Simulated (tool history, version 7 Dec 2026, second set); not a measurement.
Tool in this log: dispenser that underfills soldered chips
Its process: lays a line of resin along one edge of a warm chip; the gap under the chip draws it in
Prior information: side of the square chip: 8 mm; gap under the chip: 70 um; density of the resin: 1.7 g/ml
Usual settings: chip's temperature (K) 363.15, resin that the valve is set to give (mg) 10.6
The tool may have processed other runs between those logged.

run	hour	chip's temperature (K)	resin that the valve is set to give (mg)	time until the resin shows at the far edge (s)	resin that the valve gave (mg)
1	0.0	363.15	10.6	67.7	10.41
2	7.9	363.15	10.6	98.2	10.41
3	16.7	363.15	10.6	76.8	10.38
4	22.3	363.15	10.6	100.8	10.38
5	31.2	363.15	10.6	69.4	10.59
6	40.5	363.15	10.6	111.9	10.53
7	47.1	363.15	10.6	76.0	10.56
8	51.0	363.15	10.6	94.6	10.52
9	59.3	363.15	10.6	70.2	10.53
10	63.6	363.15	10.6	87.1	10.46
11	70.5	363.15	10.6	122.9	10.50
12	76.4	363.15	11.9	76.8	11.77
13	85.1	363.15	11.9	119.5	11.76
14	89.6	377.15	11.9	44.4	11.72
15	96.6	377.15	11.9	62.1	11.69
16	102.3	377.15	11.9	41.8	11.68
17	108.4	377.15	12.5	55.1	12.26
18	115.9	377.15	12.5	37.5	12.24
19	123.9	363.15	12.0	97.4	11.74
20	130.9	378.15	9.2	40.7	8.99
21	139.4	375.15	11.3	63.6	11.29
22	144.8	377.15	11.9	37.8	11.89
23	153.5	371.15	11.7	73.5	11.62
24	157.8	351.15	12.1	195.1	12.06
25	162.7	366.15	12.1	65.7	12.00
26	170.6	359.15	12.3	129.6	12.22
27	178.2	377.15	9.1	52.2	9.04
28	187.5	377.15	9.1	41.3	9.02
29	193.6	377.15	9.1	54.7	8.95
30	198.4	377.15	9.1	70.2	9.04
31	205.4	361.15	11.4	83.2	11.26
32	211.2	349.15	12.6	174.8	12.43
33	216.8	374.15	12.6	45.5	12.39
34	221.2	374.15	12.6	56.0	12.35
35	227.8	364.15	9.4	119.5	9.21
36	232.5	373.15	9.1	54.1	8.88
37	239.2	367.15	9.7	90.8	9.51

Put back what was entered between runs (18 entries, withheld): which listed runs does each sit between, and how does the hidden state differ from the listed run before to the listed run after?
Run 2 -> run 3: new syringe of resin (hour 14.2)
  resin's viscosity, % of fresh resin's: 148.6 -> 114.6; dose that the valve gives, % of what is set: 97.74 -> 97.54; true chip temperature over the reading, C: 1.23 -> 1.27
  measured value less the no-hidden-state value, time until the resin shows at the far edge (s): +29.3 -> +6.9; resin that the valve gave (mg): -0.24 -> -0.26
Run 4 -> run 5: dispensing valve cleaned and set on the balance (hour 27.0); new syringe of resin (hour 29.9)
  resin's viscosity, % of fresh resin's: 151.6 -> 106.3; dose that the valve gives, % of what is set: 97.41 -> 99.79; true chip temperature over the reading, C: 1.29 -> 1.33
  measured value less the no-hidden-state value, time until the resin shows at the far edge (s): +31.3 -> +0.7; resin that the valve gave (mg): -0.27 -> -0.03
Run 6 -> run 7: new syringe of resin (hour 44.1)
  resin's viscosity, % of fresh resin's: 168.3 -> 115.4; dose that the valve gives, % of what is set: 99.56 -> 99.4; true chip temperature over the reading, C: 1.36 -> 1.39
  measured value less the no-hidden-state value, time until the resin shows at the far edge (s): +41.9 -> +6.7; resin that the valve gave (mg): -0.05 -> -0.06
Run 8 -> run 9: new syringe of resin (hour 58.4)
  resin's viscosity, % of fresh resin's: 140.4 -> 105.1; dose that the valve gives, % of what is set: 99.31 -> 99.11; true chip temperature over the reading, C: 1.4 -> 1.44
  measured value less the no-hidden-state value, time until the resin shows at the far edge (s): +23.5 -> -0.3; resin that the valve gave (mg): -0.07 -> -0.10
Run 11 -> run 12: new syringe of resin (hour 72.7)
  resin's viscosity, % of fresh resin's: 183.6 -> 118.4; dose that the valve gives, % of what is set: 98.83 -> 98.7; true chip temperature over the reading, C: 1.49 -> 1.51
  measured value less the no-hidden-state value, time until the resin shows at the far edge (s): +52.3 -> +8.2; resin that the valve gave (mg): -0.12 -> -0.16
Run 13 -> run 14: new syringe of resin (hour 86.8)
  resin's viscosity, % of fresh resin's: 182.1 -> 114.9; dose that the valve gives, % of what is set: 98.48 -> 98.37; true chip temperature over the reading, C: 1.55 -> 1.57
  measured value less the no-hidden-state value, time until the resin shows at the far edge (s): +49.7 -> +3.6; resin that the valve gave (mg): -0.19 -> -0.19
Run 15 -> run 16: new syringe of resin (hour 100.9)
  resin's viscosity, % of fresh resin's: 162.5 -> 107.1; dose that the valve gives, % of what is set: 98.19 -> 98.07; true chip temperature over the reading, C: 1.6 -> 1.63
  measured value less the no-hidden-state value, time until the resin shows at the far edge (s): +21.8 -> +0.5; resin that the valve gave (mg): -0.21 -> -0.23
Run 17 -> run 18: new syringe of resin (hour 115.4)
  resin's viscosity, % of fresh resin's: 145 -> 101.5; dose that the valve gives, % of what is set: 97.92 -> 97.74; true chip temperature over the reading, C: 1.65 -> 1.68
  measured value less the no-hidden-state value, time until the resin shows at the far edge (s): +14.9 -> -1.7; resin that the valve gave (mg): -0.26 -> -0.29
Run 19 -> run 20: new syringe of resin (hour 129.8)
  resin's viscosity, % of fresh resin's: 151.4 -> 104.3; dose that the valve gives, % of what is set: 97.54 -> 97.38; true chip temperature over the reading, C: 1.71 -> 1.74
  measured value less the no-hidden-state value, time until the resin shows at the far edge (s): +29.0 -> -0.4; resin that the valve gave (mg): -0.29 -> -0.24
Run 20 -> run 21: dispensing valve cleaned and set on the balance (hour 138.7)
  resin's viscosity, % of fresh resin's: 104.3 -> 151.3; dose that the valve gives, % of what is set: 97.38 -> 100.19; true chip temperature over the reading, C: 1.74 -> 1.78
  measured value less the no-hidden-state value, time until the resin shows at the far edge (s): -0.4 -> +18.7; resin that the valve gave (mg): -0.24 -> +0.02
Run 21 -> run 22: new syringe of resin (hour 144.8)
  resin's viscosity, % of fresh resin's: 151.3 -> 100.4; dose that the valve gives, % of what is set: 100.19 -> 100.07; true chip temperature over the reading, C: 1.78 -> 1.8
  measured value less the no-hidden-state value, time until the resin shows at the far edge (s): +18.7 -> -2.4; resin that the valve gave (mg): +0.02 -> +0.01
Run 24 -> run 25: new syringe of resin (hour 159.4)
  resin's viscosity, % of fresh resin's: 192.2 -> 116.8; dose that the valve gives, % of what is set: 99.76 -> 99.64; true chip temperature over the reading, C: 1.86 -> 1.88
  measured value less the no-hidden-state value, time until the resin shows at the far edge (s): +85.6 -> +5.3; resin that the valve gave (mg): -0.03 -> -0.04
Run 26 -> run 27: new syringe of resin (hour 173.5)
  resin's viscosity, % of fresh resin's: 173 -> 125.3; dose that the valve gives, % of what is set: 99.45 -> 99.27; true chip temperature over the reading, C: 1.91 -> 1.95
  measured value less the no-hidden-state value, time until the resin shows at the far edge (s): +48.8 -> +7.7; resin that the valve gave (mg): -0.07 -> -0.07
Run 27 -> run 28: new syringe of resin (hour 187.5)
  resin's viscosity, % of fresh resin's: 125.3 -> 100.5; dose that the valve gives, % of what is set: 99.27 -> 99.03; true chip temperature over the reading, C: 1.95 -> 1.99
  measured value less the no-hidden-state value, time until the resin shows at the far edge (s): +7.7 -> -2.7; resin that the valve gave (mg): -0.07 -> -0.09
Run 30 -> run 31: new syringe of resin (hour 201.6)
  resin's viscosity, % of fresh resin's: 172.8 -> 120.2; dose that the valve gives, % of what is set: 98.77 -> 98.61; true chip temperature over the reading, C: 2.04 -> 2.07
  measured value less the no-hidden-state value, time until the resin shows at the far edge (s): +26.5 -> +8.3; resin that the valve gave (mg): -0.11 -> -0.16
Run 32 -> run 33: new syringe of resin (hour 215.7)
  resin's viscosity, % of fresh resin's: 160.3 -> 106.1; dose that the valve gives, % of what is set: 98.48 -> 98.35; true chip temperature over the reading, C: 2.09 -> 2.11
  measured value less the no-hidden-state value, time until the resin shows at the far edge (s): +56.0 -> -0.6; resin that the valve gave (mg): -0.19 -> -0.21
Run 35 -> run 36: new syringe of resin (hour 230.1)
  resin's viscosity, % of fresh resin's: 183.9 -> 115.1; dose that the valve gives, % of what is set: 98.07 -> 97.97; true chip temperature over the reading, C: 2.16 -> 2.18
  measured value less the no-hidden-state value, time until the resin shows at the far edge (s): +49.4 -> +3.6; resin that the valve gave (mg): -0.18 -> -0.19
